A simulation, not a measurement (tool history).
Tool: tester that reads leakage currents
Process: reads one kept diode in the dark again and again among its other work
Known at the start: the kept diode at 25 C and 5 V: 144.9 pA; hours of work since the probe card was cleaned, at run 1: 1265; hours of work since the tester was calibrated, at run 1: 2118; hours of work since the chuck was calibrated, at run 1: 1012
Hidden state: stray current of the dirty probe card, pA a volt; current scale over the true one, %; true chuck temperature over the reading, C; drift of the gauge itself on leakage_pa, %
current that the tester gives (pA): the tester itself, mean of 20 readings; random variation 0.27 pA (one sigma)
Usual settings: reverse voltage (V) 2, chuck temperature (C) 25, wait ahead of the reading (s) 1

run   hour  reverse voltage (V)  chuck temperature (C)  wait ahead of the reading (s)  hours of work since the probe card was cleaned  hours of work since the tester was calibrated  hours of work since the chuck was calibrated  current that the tester gives (pA)
  1      0                    2                     25                              1                                            1265                                           2118                                          1012                               72.06
  2   81.1                    2                     25                              1                                            1328                                           2181                                          1075                               71.76
     112.3  -- chuck's temperature calibrated
  3  127.4                    2                     25                              1                                            1363                                           2215                                            12                               63.26
  4  202.7                    2                     25                              1                                            1421                                           2274                                            70                               62.42
  5  244.9                    2                     25                              1                                            1454                                           2307                                           103                               62.28
  6  318.4                    2                     25                              1                                            1511                                           2364                                           160                               61.82
     336.4  -- tester calibrated
  7  403.1                    2                     25                              1                                            1575                                             52                                           224                               62.61
     413.4  -- probe card cleaned and baked
     429.6  -- chuck's temperature calibrated, once more
  8  510.2                19.79                     24                           2.49                                              74                                            131                                            63                              284.25
  9  558.4                    2                     25                           0.89                                             111                                            169                                           100                               84.99
 10  632.9                  4.5                     30                           1.69                                             169                                            227                                           158                               196.1
 11  676.4                11.52                     24                           6.28                                             203                                            260                                           192                              207.43
 12  731.6                19.38                     26                           6.86                                             246                                            303                                           235                               324.1
 13  812.5                  2.4                     56                           1.53                                             309                                            366                                           298                              876.65

Forecast each of these 5 alternatives for the next run:
  A  863.3                    2                     48                              1                                             348                                            406                                           337                                   ?
  B  863.3                    2                     57                           5.73                                             348                                            406                                           337                                   ?
  C  863.3                18.62                     50                           2.05                                             348                                            406                                           337                                   ?
  D  863.3                  2.4                     54                           1.53                                             348                                            406                                           337                                   ?
  E  863.3                    2                     25                           0.35                                             348                                            406                                           337                                   ?

run  current that the tester gives (pA)
  A                              456.43
  B                               841.4
  C                             1844.73
  D                              760.07
  E                               81.65
Without the tool's hidden state the same runs would have given:
run  current that the tester gives (pA)
  A                              481.56
  B                              885.56
  C                             1943.28
  D                              800.58
  E                               86.56
